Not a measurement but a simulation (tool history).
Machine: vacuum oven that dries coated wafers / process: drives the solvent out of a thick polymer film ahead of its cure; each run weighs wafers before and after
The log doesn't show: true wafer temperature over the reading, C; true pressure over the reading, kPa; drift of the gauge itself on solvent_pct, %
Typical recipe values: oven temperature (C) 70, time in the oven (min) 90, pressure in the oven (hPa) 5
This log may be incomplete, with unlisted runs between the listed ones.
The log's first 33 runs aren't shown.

run   hour  oven temperature (C)  time in the oven (min)  pressure in the oven (hPa)  hours of work since the thermocouples were calibrated  hours of work since the vacuum gauge was cleaned of residue  solvent left in the film (%)
 34  275.7                    76                      98                        2.65                                                     12                                                          140                          0.16
 35  282.9                    57                      56                        5.07                                                     15                                                          143                          8.35
 36    293                    73                      67                        5.07                                                     19                                                          147                          1.23
 37  305.3                    61                      63                       13.71                                                     25                                                          153                          6.05
 38  316.2                    67                     119                       11.67                                                     29                                                          157                          1.01
 39  328.1                    73                      60                       17.71                                                     35                                                          163                          1.97
 40    336                    73                      60                       17.71                                                     38                                                          166                          1.98
 41  347.3                    70                     149                        9.74                                                     43                                                          171                          0.48
 42  352.4                    71                     149                        5.32                                                     45                                                          173                           0.3
 43  358.1                    56                      49                        4.85                                                     48                                                          176                          9.72
 44  367.6                    80                      68                           5                                                     52                                                          180                          0.34
 45    374                    56                     119                       13.03                                                     55                                                          183                          4.22

What if the next run were any one of these 4? Each begins from the tool's condition after run 45:
  A  385.9                    65                      90                           5                                                     60                                                          188                             ?
  B  385.9                    70                      86                           5                                                     60                                                          188                             ?
  C  385.9                    76                     114                        8.05                                                     60                                                          188                             ?
  D  385.9                    69                      78                        5.69                                                     60                                                          188                             ?

run  solvent left in the film (%)
  A                          1.99
  B                          1.02
  C                          0.33
  D                          1.63
With the hidden condition removed and each run's random variation left untouched, the same runs would have given:
run  solvent left in the film (%)
  A                          1.99
  B                          1.02
  C                          0.31
  D                          1.63

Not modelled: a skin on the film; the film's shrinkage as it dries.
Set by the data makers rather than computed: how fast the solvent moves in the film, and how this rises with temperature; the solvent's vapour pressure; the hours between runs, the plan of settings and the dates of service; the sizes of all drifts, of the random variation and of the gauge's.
